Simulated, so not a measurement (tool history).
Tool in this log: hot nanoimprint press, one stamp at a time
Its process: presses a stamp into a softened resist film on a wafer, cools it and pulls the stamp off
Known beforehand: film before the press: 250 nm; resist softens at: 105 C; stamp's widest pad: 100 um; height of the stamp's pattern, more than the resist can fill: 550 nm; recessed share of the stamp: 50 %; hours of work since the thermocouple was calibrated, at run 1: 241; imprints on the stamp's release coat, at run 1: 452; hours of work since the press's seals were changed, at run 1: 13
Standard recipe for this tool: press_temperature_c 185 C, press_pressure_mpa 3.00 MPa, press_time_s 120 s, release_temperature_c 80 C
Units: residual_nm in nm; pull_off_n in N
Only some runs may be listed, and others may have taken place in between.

run   hour  press_temperature_c  press_pressure_mpa  press_time_s  release_temperature_c  hours of work since the thermocouple was calibrated  imprints on the stamp's release coat  hours of work since the press's seals were changed  residual_nm  pull_off_n
  1    0.0                  185                3.00           120                     80                                                  241                                   452                                                  13        150.3         243
  2    7.6                  185                3.00           120                     80                                                  245                                   467                                                  17        151.2         245
  3   14.8                  185                3.00           120                     80                                                  248                                   481                                                  20        149.2         241
  4   24.2                  185                3.00           120                     80                                                  252                                   499                                                  25        149.6         254
  5   30.1                  185                3.00           120                     80                                                  255                                   510                                                  27        150.8         239
  6   38.9                  185                3.00           120                     80                                                  259                                   527                                                  32        150.4         248
  7   46.2                  185                4.78           120                     80                                                  263                                   541                                                  35        123.9         254
  8   53.1                  185                4.78           120                     80                                                  266                                   555                                                  38        124.5         248
  9   59.6                  185                4.78           120                     80                                                  269                                   567                                                  42        124.5         251
 10   65.3                  185                4.78           120                     80                                                  272                                   578                                                  44        124.6         251
 11   72.1                  188                4.78           120                     80                                                  275                                   591                                                  48        114.9         252
 12   81.0                  188                4.78           120                     80                                                  280                                   609                                                  52        115.4         245
      84.4  -- plate thermocouple calibrated
 13   88.0                  181                3.00           120                     80                                                    2                                   616                                                  54        164.3         258
 14   93.1                  185                3.00           120                     65                                                    4                                   626                                                  56        150.8         382
 15  100.6                  185                3.00           120                     65                                                    8                                   641                                                  60        151.5         366
 16  110.0                  185                2.61           120                     66                                                   12                                   659                                                  64        158.6         366
     117.0  -- plate thermocouple calibrated, once more
 17  120.9                  180                3.00           175                     73                                                    2                                   674                                                  68        149.9         295
 18  130.1                  185                3.00           120                     75                                                    6                                   692                                                  72        150.3         299
 19  137.4                  177                3.00           120                     71                                                   10                                   706                                                  76        175.4         330
 20  145.6                  177                3.00           120                     71                                                   14                                   722                                                  80        177.0         331
 21  153.6                  181                3.00           189                     80                                                   17                                   737                                                  84        142.4         259
 22  158.9                  187                3.53           176                     80                                                   20                                   748                                                  86        117.1         262
 23  166.1                  188                3.00           120                     80                                                   23                                   762                                                  90        141.0         259
 24  173.3                  188                4.37            92                     76                                                   27                                   775                                                  93        131.6         299
 25  180.8                  188                3.29            87                     76                                                   30                                   790                                                  97        149.6         286
 26  187.7                  185                3.00           110                     78                                                   34                                   803                                                 100        153.8         281
 27  193.6                  183                1.92           151                     78                                                   37                                   815                                                 103        170.3         268
 28  197.5                  185                3.00           120                     71                                                   38                                   822                                                 105        149.2         332
 29  201.7                  182                4.49            62                     73                                                   40                                   831                                                 107        167.3         314
 30  206.6                  185                3.00           120                     71                                                   43                                   840                                                 109        149.7         325

What would each run have given without the hidden state, its run-to-run variation left as it was?
Hidden conditions of the tool in this case: true temperature over the reading, C; pressure that arrives at the usual setting, %; grip of the stamp's worn release coat, % over a new coat's; drift of the gauge itself on residual_nm, %; drift of the gauge itself on pull_off_n, %.
run  residual_nm  pull_off_n
  1        149.0         220
  2        149.8         220
  3        147.8         216
  4        148.1         226
  5        149.2         213
  6        148.8         220
  7        122.3         225
  8        122.9         219
  9        122.9         221
 10        122.9         220
 11        113.3         221
 12        113.8         214
 13        161.5         223
 14        148.1         332
 15        148.7         317
 16        155.8         316
 17        148.7         257
 18        149.2         259
 19        174.1         285
 20        175.7         285
 21        141.1         223
 22        115.9         224
 23        139.7         221
 24        130.2         254
 25        148.3         243
 26        152.3         238
 27        169.0         227
 28        147.8         281
 29        165.6         265
 30        148.2         273
